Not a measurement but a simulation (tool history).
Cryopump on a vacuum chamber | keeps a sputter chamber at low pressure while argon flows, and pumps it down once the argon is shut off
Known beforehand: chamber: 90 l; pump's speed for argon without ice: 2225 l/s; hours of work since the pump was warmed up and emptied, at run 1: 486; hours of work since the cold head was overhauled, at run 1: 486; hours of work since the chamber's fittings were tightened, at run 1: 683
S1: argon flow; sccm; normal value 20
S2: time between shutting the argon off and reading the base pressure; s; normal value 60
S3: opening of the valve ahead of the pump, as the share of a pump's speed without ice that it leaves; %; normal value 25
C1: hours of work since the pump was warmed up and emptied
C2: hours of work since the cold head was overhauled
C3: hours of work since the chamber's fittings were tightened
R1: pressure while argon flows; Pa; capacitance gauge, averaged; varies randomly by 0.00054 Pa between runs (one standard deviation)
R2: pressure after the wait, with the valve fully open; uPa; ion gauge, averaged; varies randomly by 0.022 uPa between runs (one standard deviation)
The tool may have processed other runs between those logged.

{"run": 1, "day": 0.0, "S1": 20, "S2": 60, "S3": 25, "C1": 486, "C2": 486, "C3": 683, "R1": 0.0668, "R2": 0.87}
{"run": 2, "day": 1.029, "S1": 20, "S2": 60, "S3": 25, "C1": 504, "C2": 504, "C3": 701, "R1": 0.0664, "R2": 0.89}
{"run": 3, "day": 1.958, "S1": 20, "S2": 60, "S3": 25, "C1": 520, "C2": 520, "C3": 717, "R1": 0.0673, "R2": 0.89}
{"run": 4, "day": 2.6, "S1": 20, "S2": 60, "S3": 25, "C1": 532, "C2": 532, "C3": 728, "R1": 0.067, "R2": 0.88}
{"run": 5, "day": 3.971, "S1": 20, "S2": 60, "S3": 25, "C1": 556, "C2": 556, "C3": 752, "R1": 0.068, "R2": 0.94}
{"day": 4.621, "done": "pump warmed up, emptied and cooled again"}
{"run": 6, "day": 5.083, "S1": 20, "S2": 60, "S3": 25, "C1": 8, "C2": 571, "C3": 768, "R1": 0.0606, "R2": 0.82}
{"run": 7, "day": 6.346, "S1": 20, "S2": 60, "S3": 25, "C1": 30, "C2": 594, "C3": 790, "R1": 0.0611, "R2": 0.8}
{"run": 8, "day": 7.138, "S1": 20, "S2": 60, "S3": 25, "C1": 44, "C2": 607, "C3": 804, "R1": 0.0617, "R2": 0.82}
{"run": 9, "day": 8.438, "S1": 21, "S2": 60, "S3": 25, "C1": 67, "C2": 630, "C3": 827, "R1": 0.0644, "R2": 0.82}
{"run": 10, "day": 9.35, "S1": 21, "S2": 60, "S3": 25, "C1": 83, "C2": 646, "C3": 843, "R1": 0.0649, "R2": 0.84}
{"run": 11, "day": 10.367, "S1": 21, "S2": 60, "S3": 25, "C1": 101, "C2": 664, "C3": 861, "R1": 0.0653, "R2": 0.81}
{"run": 12, "day": 11.592, "S1": 21, "S2": 60, "S3": 25, "C1": 122, "C2": 686, "C3": 882, "R1": 0.0651, "R2": 0.88}
{"run": 13, "day": 12.433, "S1": 21, "S2": 60, "S3": 25, "C1": 137, "C2": 700, "C3": 897, "R1": 0.0658, "R2": 0.81}
{"run": 14, "day": 13.517, "S1": 21, "S2": 60, "S3": 25, "C1": 156, "C2": 719, "C3": 916, "R1": 0.0645, "R2": 0.86}
{"run": 15, "day": 14.562, "S1": 21, "S2": 60, "S3": 25, "C1": 174, "C2": 738, "C3": 934, "R1": 0.066, "R2": 0.88}
{"run": 16, "day": 15.2, "S1": 21, "S2": 60, "S3": 25, "C1": 185, "C2": 749, "C3": 946, "R1": 0.066, "R2": 0.83}
{"run": 17, "day": 16.104, "S1": 21, "S2": 60, "S3": 25, "C1": 201, "C2": 765, "C3": 961, "R1": 0.0655, "R2": 0.84}
{"run": 18, "day": 16.904, "S1": 21, "S2": 60, "S3": 25, "C1": 215, "C2": 779, "C3": 975, "R1": 0.0653, "R2": 0.85}
{"run": 19, "day": 17.492, "S1": 21, "S2": 60, "S3": 25, "C1": 226, "C2": 789, "C3": 986, "R1": 0.0659, "R2": 0.86}
{"run": 20, "day": 18.883, "S1": 40, "S2": 96, "S3": 25, "C1": 250, "C2": 813, "C3": 1010, "R1": 0.1269, "R2": 0.6}
{"run": 21, "day": 20.096, "S1": 40, "S2": 71, "S3": 31, "C1": 271, "C2": 835, "C3": 1031, "R1": 0.1033, "R2": 0.75}
{"run": 22, "day": 20.962, "S1": 26, "S2": 200, "S3": 33, "C1": 286, "C2": 850, "C3": 1047, "R1": 0.064, "R2": 0.45}
{"run": 23, "day": 22.262, "S1": 20, "S2": 66, "S3": 19, "C1": 309, "C2": 873, "C3": 1069, "R1": 0.0834, "R2": 0.83}
{"run": 24, "day": 23.504, "S1": 18, "S2": 94, "S3": 34, "C1": 331, "C2": 894, "C3": 1091, "R1": 0.0428, "R2": 0.67}
{"run": 25, "day": 24.708, "S1": 18, "S2": 56, "S3": 30, "C1": 352, "C2": 915, "C3": 1112, "R1": 0.0489, "R2": 0.98}
{"run": 26, "day": 25.292, "S1": 18, "S2": 33, "S3": 54, "C1": 362, "C2": 926, "C3": 1122, "R1": 0.0288, "R2": 1.39}
{"run": 27, "day": 26.542, "S1": 20, "S2": 60, "S3": 34, "C1": 384, "C2": 948, "C3": 1144, "R1": 0.0486, "R2": 0.91}
{"run": 28, "day": 27.746, "S1": 20, "S2": 60, "S3": 34, "C1": 405, "C2": 969, "C3": 1165, "R1": 0.0495, "R2": 0.9}
{"run": 29, "day": 28.321, "S1": 23, "S2": 28, "S3": 34, "C1": 415, "C2": 979, "C3": 1176, "R1": 0.0565, "R2": 1.59}
{"run": 30, "day": 29.054, "S1": 20, "S2": 205, "S3": 27, "C1": 428, "C2": 992, "C3": 1188, "R1": 0.0603, "R2": 0.49}
{"run": 31, "day": 29.65, "S1": 15, "S2": 60, "S3": 31, "C1": 439, "C2": 1002, "C3": 1199, "R1": 0.0395, "R2": 0.9}
{"run": 32, "day": 30.521, "S1": 28, "S2": 60, "S3": 38, "C1": 454, "C2": 1017, "C3": 1214, "R1": 0.0629, "R2": 0.93}
{"run": 33, "day": 31.754, "S1": 28, "S2": 60, "S3": 38, "C1": 476, "C2": 1039, "C3": 1236, "R1": 0.0639, "R2": 0.94}

Branching from run 33: 3 alternative next runs. What would each branch give?
{"run": "A", "day": 32.946, "S1": 20, "S2": 21, "S3": 37, "C1": 496, "C2": 1060, "C3": 1257, "R1": "?", "R2": "?"}
{"run": "B", "day": 32.946, "S1": 28, "S2": 60, "S3": 49, "C1": 496, "C2": 1060, "C3": 1257, "R1": "?", "R2": "?"}
{"run": "C", "day": 32.946, "S1": 9, "S2": 39, "S3": 37, "C1": 496, "C2": 1060, "C3": 1257, "R1": "?", "R2": "?"}

run=A R1=0.0465 R2=1.99
run=B R1=0.0511 R2=0.91
run=C R1=0.0209 R2=1.20
Stripped of hidden state, with their random variation kept, the same runs would have yielded:
run=A R1=0.0410 R2=1.78
run=B R1=0.0434 R2=0.70
run=C R1=0.0184 R2=0.99
